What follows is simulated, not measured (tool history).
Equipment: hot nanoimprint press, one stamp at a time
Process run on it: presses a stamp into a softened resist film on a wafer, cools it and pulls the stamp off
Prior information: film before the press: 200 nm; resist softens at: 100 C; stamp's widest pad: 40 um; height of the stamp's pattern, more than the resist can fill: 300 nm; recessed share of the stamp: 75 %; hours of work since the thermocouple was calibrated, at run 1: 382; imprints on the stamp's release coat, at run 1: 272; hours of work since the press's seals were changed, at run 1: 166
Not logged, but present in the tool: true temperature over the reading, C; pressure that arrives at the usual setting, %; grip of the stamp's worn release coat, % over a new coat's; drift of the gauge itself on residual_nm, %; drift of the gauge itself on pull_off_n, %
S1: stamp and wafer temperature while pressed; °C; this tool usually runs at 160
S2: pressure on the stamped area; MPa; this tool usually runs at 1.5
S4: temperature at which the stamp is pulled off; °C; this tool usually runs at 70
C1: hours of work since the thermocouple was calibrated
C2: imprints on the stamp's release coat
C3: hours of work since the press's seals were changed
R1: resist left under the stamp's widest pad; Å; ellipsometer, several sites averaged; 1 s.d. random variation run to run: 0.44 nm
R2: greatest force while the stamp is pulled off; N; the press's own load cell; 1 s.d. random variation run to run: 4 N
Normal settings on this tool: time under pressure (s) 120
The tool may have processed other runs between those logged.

run 1 hour=0 | S1=160 S2=1.5 time_under_pressure_(s)=120 S4=70 | C1=382 C2=272 C3=166 | R1=921 R2=199
run 2 hour=10.4 | S1=151 S2=1.5 time_under_pressure_(s)=120 S4=70 | C1=387 C2=309 C3=171 | R1=1293 R2=191
run 3 hour=18.1 | S1=160 S2=1.5 time_under_pressure_(s)=120 S4=62 | C1=391 C2=338 C3=175 | R1=921 R2=211
run 4 hour=27.1 | S1=160 S2=1.5 time_under_pressure_(s)=120 S4=62 | C1=395 C2=371 C3=179 | R1=918 R2=215
run 5 hour=37.5 | S1=160 S2=1.5 time_under_pressure_(s)=120 S4=70 | C1=400 C2=409 C3=184 | R1=917 R2=194
run 6 hour=49.6 | S1=160 S2=1.5 time_under_pressure_(s)=120 S4=70 | C1=406 C2=453 C3=190 | R1=913 R2=194
run 7 hour=62.6 | S1=160 S2=1.5 time_under_pressure_(s)=238 S4=70 | C1=412 C2=500 C3=196 | R1=722 R2=200
run 8 hour=72.3 | S1=160 S2=1.5 time_under_pressure_(s)=238 S4=70 | C1=416 C2=536 C3=200 | R1=725 R2=191
run 9 hour=81.3 | S1=160 S2=1.5 time_under_pressure_(s)=120 S4=70 | C1=421 C2=569 C3=205 | R1=930 R2=196
run 10 hour=92.2 | S1=160 S2=1.5 time_under_pressure_(s)=120 S4=70 | C1=426 C2=608 C3=210 | R1=915 R2=195
run 11 hour=100.4 | S1=160 S2=1.5 time_under_pressure_(s)=120 S4=70 | C1=430 C2=638 C3=214 | R1=909 R2=199
run 12 hour=111 | S1=160 S2=1.5 time_under_pressure_(s)=120 S4=70 | C1=435 C2=677 C3=219 | R1=904 R2=196
run 13 hour=119.1 | S1=160 S2=1.5 time_under_pressure_(s)=120 S4=70 | C1=439 C2=707 C3=223 | R1=915 R2=201
run 14 hour=131.6 | S1=166 S2=1.12 time_under_pressure_(s)=120 S4=70 | C1=445 C2=753 C3=229 | R1=843 R2=194
run 15 hour=141.7 | S1=161 S2=1 time_under_pressure_(s)=202 S4=56 | C1=449 C2=789 C3=234 | R1=917 R2=232
run 16 hour=152.9 | S1=160 S2=1.5 time_under_pressure_(s)=120 S4=70 | C1=455 C2=830 C3=239 | R1=910 R2=193
run 17 hour=161.6 | S1=160 S2=1.5 time_under_pressure_(s)=120 S4=70 | C1=459 C2=862 C3=243 | R1=911 R2=201
run 18 hour=168.2 | S1=160 S2=1.5 time_under_pressure_(s)=120 S4=70 | C1=462 C2=886 C3=246 | R1=906 R2=202
run 19 hour=175.9 | S1=160 S2=1.5 time_under_pressure_(s)=142 S4=62 | C1=466 C2=914 C3=250 | R1=857 R2=213
run 20 hour=188.6 | S1=158 S2=1.5 time_under_pressure_(s)=120 S4=76 | C1=472 C2=961 C3=256 | R1=980 R2=185
run 21 hour=200.1 | S1=158 S2=1.5 time_under_pressure_(s)=120 S4=76 | C1=477 C2=1003 C3=261 | R1=985 R2=181
run 22 hour=211.6 | S1=158 S2=1.5 time_under_pressure_(s)=120 S4=76 | C1=483 C2=1045 C3=267 | R1=979 R2=184
run 23 hour=223.3 | S1=172 S2=0.98 time_under_pressure_(s)=130 S4=59 | C1=488 C2=1087 C3=272 | R1=702 R2=224
run 24 hour=235 | S1=172 S2=0.98 time_under_pressure_(s)=130 S4=56 | C1=494 C2=1130 C3=278 | R1=704 R2=228
run 25 hour=247.8 | S1=172 S2=1.17 time_under_pressure_(s)=130 S4=56 | C1=500 C2=1177 C3=284 | R1=630 R2=224

A few steps of R1 between consecutive runs. Split each: what settings, incoming material and random variation would produce without the hidden state, and what is left over for the hidden state, along with gauge scatter present in only one of the two compared results (measured, and without hidden state):
Run 1 -> 2: S1 160 -> 151. R1 +372 Å: hidden state +0, all else +372.
Run 2 -> 3: S1 151 -> 160, S4 70 -> 62. R1 -372 Å: hidden state -1, all else -371.
Run 8 -> 9: time under pressure (s) 238 -> 120. R1 +205 Å: hidden state -2, all else +207.
Run 22 -> 23: S1 158 -> 172, S2 1.5 -> 0.98, time under pressure (s) 120 -> 130, S4 76 -> 59. R1 -277 Å: hidden state +4, all else -281.

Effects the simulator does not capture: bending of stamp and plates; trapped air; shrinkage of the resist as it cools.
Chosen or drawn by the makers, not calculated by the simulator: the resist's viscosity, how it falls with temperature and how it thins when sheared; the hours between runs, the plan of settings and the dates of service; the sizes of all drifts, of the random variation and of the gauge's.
